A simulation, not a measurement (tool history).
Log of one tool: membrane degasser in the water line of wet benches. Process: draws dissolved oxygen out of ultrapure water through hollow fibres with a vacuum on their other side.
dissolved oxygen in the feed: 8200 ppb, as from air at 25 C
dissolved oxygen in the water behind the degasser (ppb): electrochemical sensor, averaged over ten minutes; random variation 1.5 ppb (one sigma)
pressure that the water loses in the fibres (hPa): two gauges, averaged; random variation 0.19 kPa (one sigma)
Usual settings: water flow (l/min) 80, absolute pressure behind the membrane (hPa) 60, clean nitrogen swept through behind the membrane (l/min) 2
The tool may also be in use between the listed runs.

run   hour  water flow (l/min)  absolute pressure behind the membrane (hPa)  clean nitrogen swept through behind the membrane (l/min)  dissolved oxygen in the water behind the degasser (ppb)  pressure that the water loses in the fibres (hPa)
  1      0                  80                                           60                                                         2                                                    250.4                                              415.2
  2     49                  80                                           60                                                         2                                                    248.1                                              416.5
  3    107                  80                                        112.8                                                         2                                                    634.3                                              412.8
  4  149.2                  80                                        112.8                                                         2                                                    629.4                                              415.8
  5  231.4                  80                                        112.8                                                         2                                                    629.1                                              411.1
  6  299.5                 109                                           60                                                         2                                                    338.5                                              564.9
  7  354.8                  51                                           60                                                         2                                                    160.3                                              260.4
  8  420.5                  51                                           60                                                         2                                                    158.6                                              262.1

The next listed run, before its measurement:
  9  492.2                 127                                        113.3                                                      5.19                                                        ?                                                  ?

dissolved oxygen in the water behind the degasser (ppb): 493.5
pressure that the water loses in the fibres (hPa): 653.8
Without the tool's hidden state the same run would have given dissolved oxygen in the water behind the degasser (ppb) 493.4, pressure that the water loses in the fibres (hPa) 653.8.
